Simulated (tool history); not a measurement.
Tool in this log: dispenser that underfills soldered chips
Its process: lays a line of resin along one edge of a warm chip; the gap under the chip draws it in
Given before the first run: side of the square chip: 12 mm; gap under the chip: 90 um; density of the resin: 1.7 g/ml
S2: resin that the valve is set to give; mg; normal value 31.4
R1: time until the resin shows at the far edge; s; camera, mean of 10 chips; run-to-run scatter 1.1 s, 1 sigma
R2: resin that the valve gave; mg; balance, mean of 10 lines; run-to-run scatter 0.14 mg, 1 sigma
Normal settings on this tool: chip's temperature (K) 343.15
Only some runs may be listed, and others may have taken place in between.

run 1 hour=0 | chip's_temperature_(K)=343.15 S2=31.4 | R1=128.2 R2=30.62
-- hour=2.7 new syringe of resin
run 2 hour=4.9 | chip's_temperature_(K)=343.15 S2=40.3 | R1=107.1 R2=39.01
run 3 hour=8.8 | chip's_temperature_(K)=343.15 S2=40.3 | R1=121.5 R2=39.53
-- hour=13.2 new syringe of resin
run 4 hour=13.9 | chip's_temperature_(K)=343.15 S2=40.3 | R1=103.4 R2=39.11
run 5 hour=18.3 | chip's_temperature_(K)=343.15 S2=40.3 | R1=117.8 R2=38.84
run 6 hour=21.6 | chip's_temperature_(K)=348.15 S2=31.4 | R1=109.4 R2=30.23
-- hour=23.5 new syringe of resin
run 7 hour=26.5 | chip's_temperature_(K)=347.15 S2=31.4 | R1=99.4 R2=30.15
run 8 hour=30.6 | chip's_temperature_(K)=347.15 S2=31.4 | R1=108.5 R2=30.29
-- hour=33.7 new syringe of resin
run 9 hour=34.1 | chip's_temperature_(K)=343.15 S2=30.7 | R1=106.8 R2=29.7
run 10 hour=38.8 | chip's_temperature_(K)=334.15 S2=31.4 | R1=177.5 R2=30.28
-- hour=43.7 new syringe of resin
run 11 hour=44 | chip's_temperature_(K)=343.15 S2=31.4 | R1=106.5 R2=30.12
run 12 hour=47.3 | chip's_temperature_(K)=343.15 S2=31.4 | R1=114.4 R2=30.15
-- hour=53.9 new syringe of resin
run 13 hour=54.8 | chip's_temperature_(K)=343.15 S2=31.4 | R1=109.9 R2=30.21
run 14 hour=59.3 | chip's_temperature_(K)=343.15 S2=31.4 | R1=120.5 R2=29.93
run 15 hour=63.1 | chip's_temperature_(K)=343.15 S2=31.4 | R1=133.5 R2=30.1
-- hour=64 new syringe of resin
run 16 hour=70 | chip's_temperature_(K)=333.15 S2=36.7 | R1=179.4 R2=35.07
run 17 hour=73.6 | chip's_temperature_(K)=347.15 S2=32.9 | R1=115.5 R2=31.34
-- hour=74.5 new syringe of resin
run 18 hour=78 | chip's_temperature_(K)=330.15 S2=36.7 | R1=188.5 R2=34.62
run 19 hour=82.9 | chip's_temperature_(K)=330.15 S2=36.7 | R1=215.1 R2=34.62
-- hour=84.8 new syringe of resin
run 20 hour=89 | chip's_temperature_(K)=355.15 S2=27.8 | R1=79.7 R2=26.54
run 21 hour=93.7 | chip's_temperature_(K)=333.15 S2=27.4 | R1=207.5 R2=25.84
-- hour=95 new syringe of resin
-- hour=97.1 dispensing valve cleaned and set on the balance
run 22 hour=100.5 | chip's_temperature_(K)=333.15 S2=27.4 | R1=178.5 R2=27.54
run 23 hour=105 | chip's_temperature_(K)=344.15 S2=27.4 | R1=131.9 R2=27.63
-- hour=106.4 new syringe of resin
run 24 hour=111.7 | chip's_temperature_(K)=358.15 S2=32.9 | R1=71.9 R2=32.97
-- hour=116.4 new syringe of resin
run 25 hour=118.5 | chip's_temperature_(K)=334.15 S2=37.4 | R1=152.1 R2=37.48
run 26 hour=124.3 | chip's_temperature_(K)=334.15 S2=37.4 | R1=175.9 R2=37.22
-- hour=126.6 new syringe of resin
run 27 hour=129 | chip's_temperature_(K)=357.15 S2=37.4 | R1=65.9 R2=37.17
run 28 hour=132.3 | chip's_temperature_(K)=346.15 S2=34.7 | R1=108.8 R2=34.51
-- hour=136.8 new syringe of resin
run 29 hour=137.4 | chip's_temperature_(K)=332.15 S2=39.4 | R1=156.6 R2=39.25

3 ways to go on from here, each from the tool as it stands after run 29. What would each give?
run A hour=144.7 | chip's_temperature_(K)=331.15 S2=31.4 | R1=? R2=?
run B hour=144.7 | chip's_temperature_(K)=332.15 S2=34.8 | R1=? R2=?
run C hour=144.7 | chip's_temperature_(K)=343.15 S2=30.4 | R1=? R2=?

run=A R1=209.7 R2=30.86
run=B R1=192.9 R2=34.58
run=C R1=130.3 R2=29.99
With no hidden state in the tool, these same runs would have given:
run=A R1=170.1 R2=31.16
run=B R1=156.5 R2=34.92
run=C R1=105.6 R2=30.28
